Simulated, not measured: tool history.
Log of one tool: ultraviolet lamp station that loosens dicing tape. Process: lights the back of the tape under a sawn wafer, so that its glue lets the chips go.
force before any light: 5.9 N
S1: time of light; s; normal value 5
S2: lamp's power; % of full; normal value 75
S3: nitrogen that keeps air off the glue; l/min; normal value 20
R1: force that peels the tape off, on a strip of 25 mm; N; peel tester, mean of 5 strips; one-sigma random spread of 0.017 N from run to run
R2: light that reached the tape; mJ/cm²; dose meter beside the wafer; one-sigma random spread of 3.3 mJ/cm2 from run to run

run	hour	S1	S2	S3	R1	R2
1	0	5	75	20	1.022	470
2	31.2	5	75	20	1.003	455
3	62.1	5	64	20	1.304	389
4	93.8	5	64	20	1.371	385
5	108.8	5	64	20	1.41	379
6	139.1	5	64	20	1.382	372
7	161.6	5	64	20	1.358	368
8	192.6	5	64	20	1.381	361
# hour 197.5: window cleaned of glue's vapour
9	211.2	5	75	20	0.981	468
10	235.1	5	75	20	1.014	461
11	265.3	5	75	20	1.037	459
12	281.3	5	75	20	1.005	454
13	313.8	5	75	20	1.043	445
14	329.5	10	75	20	0.317	882
15	344	10	75	20	0.321	882
16	358.7	3	75	20	2.113	261
17	380.8	3	75	20	2.06	257
18	411.4	3	75	20	2.107	254
19	427	3	75	20	2.11	255
20	462.5	3	75	20	2.249	252
21	493.3	5	92	20	0.856	504
22	521.9	5	92	20	0.909	492
23	539.3	3	95	23	1.759	304
# hour 558: window cleaned of glue's vapour
24	560.8	7	98	15	0.448	795
25	581.5	4	98	9	1.423	452
26	596.6	4	98	9	1.469	451
27	621.7	2	94	23	2.446	210
28	643.6	10	78	18	0.349	866
29	663.1	3	75	20	2.196	248
30	691.5	3	75	20	2.256	241
31	714.9	3	75	20	2.218	238
32	745	5	75	9	1.744	400
33	779	8	68	16	0.766	565
34	813	8	68	16	0.803	552
35	832.5	9	75	16	0.572	684
36	848.8	6	69	28	1.072	410
37	882.1	2	85	32	2.891	165
38	903.8	2	93	21	2.737	177
# hour 918.5: window cleaned of glue's vapour
39	921.4	3	93	15	1.978	300
40	945.9	4	93	9	1.636	398
41	962.9	4	93	9	1.714	388
42	981.9	9	99	7	0.495	921
43	1007.3	9	97	9	0.45	898

4 options for the next run, each taken on its own from the tool as it stands now. Forecast them:
A	1042.7	4	83	20	?	?
B	1042.7	4	97	36	?	?
C	1042.7	4	72	7	?	?
D	1042.7	4	97	9	?	?

run	R1	R2
A	1.618	335
B	1.077	394
C	2.501	289
D	1.708	392
Had the tool no hidden state, the same runs would have come out as:
run	R1	R2
A	1.002	469
B	0.609	551
C	1.795	405
D	1.081	547
